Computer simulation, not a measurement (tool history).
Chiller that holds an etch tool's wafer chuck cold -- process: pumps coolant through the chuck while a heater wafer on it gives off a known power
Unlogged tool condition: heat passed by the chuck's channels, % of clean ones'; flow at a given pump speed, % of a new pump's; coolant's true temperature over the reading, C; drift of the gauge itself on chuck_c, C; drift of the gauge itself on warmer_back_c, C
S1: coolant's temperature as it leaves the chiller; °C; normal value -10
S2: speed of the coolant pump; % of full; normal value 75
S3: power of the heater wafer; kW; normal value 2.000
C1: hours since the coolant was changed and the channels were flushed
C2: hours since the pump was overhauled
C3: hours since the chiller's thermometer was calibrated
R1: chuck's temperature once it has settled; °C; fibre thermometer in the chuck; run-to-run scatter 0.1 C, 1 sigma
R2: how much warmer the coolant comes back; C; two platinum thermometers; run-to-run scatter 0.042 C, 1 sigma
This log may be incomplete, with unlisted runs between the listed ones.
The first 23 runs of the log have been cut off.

Run 24, hour 2004.9: usual settings but S1 -7 °C, S2 63 % of full, S3 2.600 kW; C1 4237; C2 5272; C3 352. Result: R1 19.5 °C, R2 16.24 C.
Run 25, hour 2082.7: usual settings but S1 -16 °C, S2 95 % of full, S3 2.153 kW; C1 4315; C2 5350; C3 430. Result: R1 -1.7 °C, R2 8.52 C.
Run 26, hour 2137.7: usual settings but S1 -16 °C, S2 87 % of full, S3 2.617 kW; C1 4370; C2 5405; C3 485. Result: R1 3.2 °C, R2 11.44 C.
Run 27, hour 2206.0: usual settings but S1 -16 °C, S3 2.326 kW; C1 4438; C2 5473; C3 553. Result: R1 4.0 °C, R2 11.95 C.
Run 28, hour 2284.1: usual settings but S1 -18 °C, S2 89 % of full; C1 4516; C2 5551; C3 632. Result: R1 -3.6 °C, R2 8.50 C.
Run 29, hour 2404.6: usual settings but S1 -3 °C, S2 66 % of full; C1 4637; C2 5672; C3 752. Result: R1 16.7 °C, R2 11.96 C.
Run 30, hour 2458.0: usual settings but S1 -3 °C, S2 93 % of full, S3 2.586 kW; C1 4690; C2 5725; C3 805. Result: R1 14.6 °C, R2 10.46 C.
Run 31, hour 2560.5: usual settings but S1 -13 °C, S2 93 % of full, S3 1.252 kW; C1 4792; C2 5828; C3 908. Result: R1 -4.4 °C, R2 5.11 C.

3 ways to go on from here, each from the tool as it stands after run 31. What would each give?
Run A, hour 2681.8: usual settings but S1 -19 °C, S2 93 % of full, S3 2.043 kW; C1 4914; C2 5949; C3 1029. Result: R1 ?, R2 ?.
Run B, hour 2681.8: usual settings but S1 -13 °C; C1 4914; C2 5949; C3 1029. Result: R1 ?, R2 ?.
Run C, hour 2681.8: usual settings but S3 2.302 kW; C1 4914; C2 5949; C3 1029. Result: R1 ?, R2 ?.

run    R1     R2
  A  -4.9   8.25
  B   4.1  10.34
  C   9.8  11.97
With the hidden condition removed and each run's random variation left untouched, the same runs would have given:
run    R1     R2
  A  -6.2   7.78
  B   2.5   9.75
  C   8.0  11.30
